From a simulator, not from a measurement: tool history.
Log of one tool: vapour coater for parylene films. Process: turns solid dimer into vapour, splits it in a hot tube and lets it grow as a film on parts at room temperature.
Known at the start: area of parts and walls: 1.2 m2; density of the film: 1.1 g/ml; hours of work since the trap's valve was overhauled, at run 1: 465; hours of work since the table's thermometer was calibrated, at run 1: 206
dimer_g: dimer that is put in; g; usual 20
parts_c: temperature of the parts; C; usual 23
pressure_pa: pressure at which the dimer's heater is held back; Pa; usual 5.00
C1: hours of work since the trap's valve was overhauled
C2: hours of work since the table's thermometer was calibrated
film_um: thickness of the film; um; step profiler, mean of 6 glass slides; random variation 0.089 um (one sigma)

Run 1, day 0.000: usual settings; C1 465; C2 206. Result: film_um 9.89 um.
Run 2, day 0.304: usual settings; C1 471; C2 212. Result: film_um 9.98 um.
Run 3, day 0.604: usual settings; C1 477; C2 218. Result: film_um 9.90 um.
Run 4, day 1.088: usual settings; C1 487; C2 228. Result: film_um 9.95 um.
Run 5, day 1.388: usual settings; C1 493; C2 234. Result: film_um 10.03 um.
Run 6, day 2.038: usual settings; C1 506; C2 247. Result: film_um 9.84 um.
Run 7, day 2.512: usual settings but pressure_pa 4.74 Pa; C1 515; C2 256. Result: film_um 9.85 um.
Run 8, day 3.108: usual settings but parts_c 28 C; C1 527; C2 268. Result: film_um 7.93 um.
Run 9, day 3.708: usual settings but dimer_g 11 g; C1 539; C2 280. Result: film_um 5.46 um.
At day 4.375: trap's valve overhauled.
Run 10, day 4.500: usual settings but pressure_pa 2.43 Pa; C1 2; C2 293. Result: film_um 12.09 um.
Run 11, day 4.850: usual settings but pressure_pa 2.43 Pa; C1 9; C2 300. Result: film_um 12.09 um.
Run 12, day 5.258: usual settings but pressure_pa 10.45 Pa; C1 18; C2 308. Result: film_um 9.79 um.
Run 13, day 5.662: usual settings but pressure_pa 10.45 Pa; C1 26; C2 316. Result: film_um 9.89 um.
Run 14, day 5.958: usual settings but pressure_pa 10.45 Pa; C1 32; C2 322. Result: film_um 9.95 um.
Run 15, day 6.521: usual settings but pressure_pa 10.45 Pa; C1 43; C2 333. Result: film_um 9.87 um.
Run 16, day 6.933: usual settings but pressure_pa 10.45 Pa; C1 51; C2 341. Result: film_um 9.79 um.
Run 17, day 7.379: usual settings but dimer_g 24 g, pressure_pa 10.18 Pa; C1 60; C2 350. Result: film_um 11.71 um.
Run 18, day 7.896: usual settings but dimer_g 13 g, parts_c 31 C, pressure_pa 5.61 Pa; C1 70; C2 361. Result: film_um 4.78 um.
Run 19, day 8.404: usual settings but dimer_g 23 g, parts_c 29 C; C1 80; C2 371. Result: film_um 9.35 um.
Run 20, day 9.067: usual settings but parts_c 17 C, pressure_pa 7.47 Pa; C1 94; C2 384. Result: film_um 13.37 um.
Run 21, day 9.750: usual settings but parts_c 17 C, pressure_pa 7.47 Pa; C1 107; C2 398. Result: film_um 13.48 um.
Run 22, day 10.171: usual settings but parts_c 17 C, pressure_pa 7.47 Pa; C1 116; C2 406. Result: film_um 13.45 um.
Run 23, day 10.508: usual settings but dimer_g 9 g, parts_c 24 C; C1 123; C2 413. Result: film_um 4.61 um.
Run 24, day 10.925: usual settings but dimer_g 9 g, parts_c 24 C; C1 131; C2 421. Result: film_um 4.58 um.
Run 25, day 11.612: usual settings but dimer_g 9 g, parts_c 24 C; C1 145; C2 435. Result: film_um 4.59 um.
Run 26, day 11.892: usual settings but dimer_g 9 g, parts_c 17 C, pressure_pa 3.31 Pa; C1 150; C2 440. Result: film_um 6.44 um.
Run 27, day 12.475: usual settings but dimer_g 9 g, parts_c 17 C, pressure_pa 3.31 Pa; C1 162; C2 452. Result: film_um 6.40 um.
Run 28, day 13.021: usual settings but dimer_g 28 g, parts_c 17 C, pressure_pa 2.41 Pa; C1 173; C2 463. Result: film_um 20.03 um.
Run 29, day 13.375: usual settings but dimer_g 28 g, parts_c 17 C, pressure_pa 2.41 Pa; C1 180; C2 470. Result: film_um 19.92 um.
Run 30, day 13.742: usual settings but dimer_g 28 g, parts_c 17 C, pressure_pa 2.41 Pa; C1 187; C2 477. Result: film_um 19.84 um.

Forecast each of these 3 alternatives for the next run:
Run A, day 14.329: usual settings but pressure_pa 10.87 Pa; C1 199; C2 489. Result: film_um ?.
Run B, day 14.329: usual settings but dimer_g 14 g; C1 199; C2 489. Result: film_um ?.
Run C, day 14.329: usual settings but dimer_g 29 g, parts_c 24 C, pressure_pa 2.17 Pa; C1 199; C2 489. Result: film_um ?.

run  film_um
  A     9.50
  B     7.42
  C    16.60
Without the tool's hidden state the same runs would have given:
run  film_um
  A     9.76
  B     7.63
  C    17.06
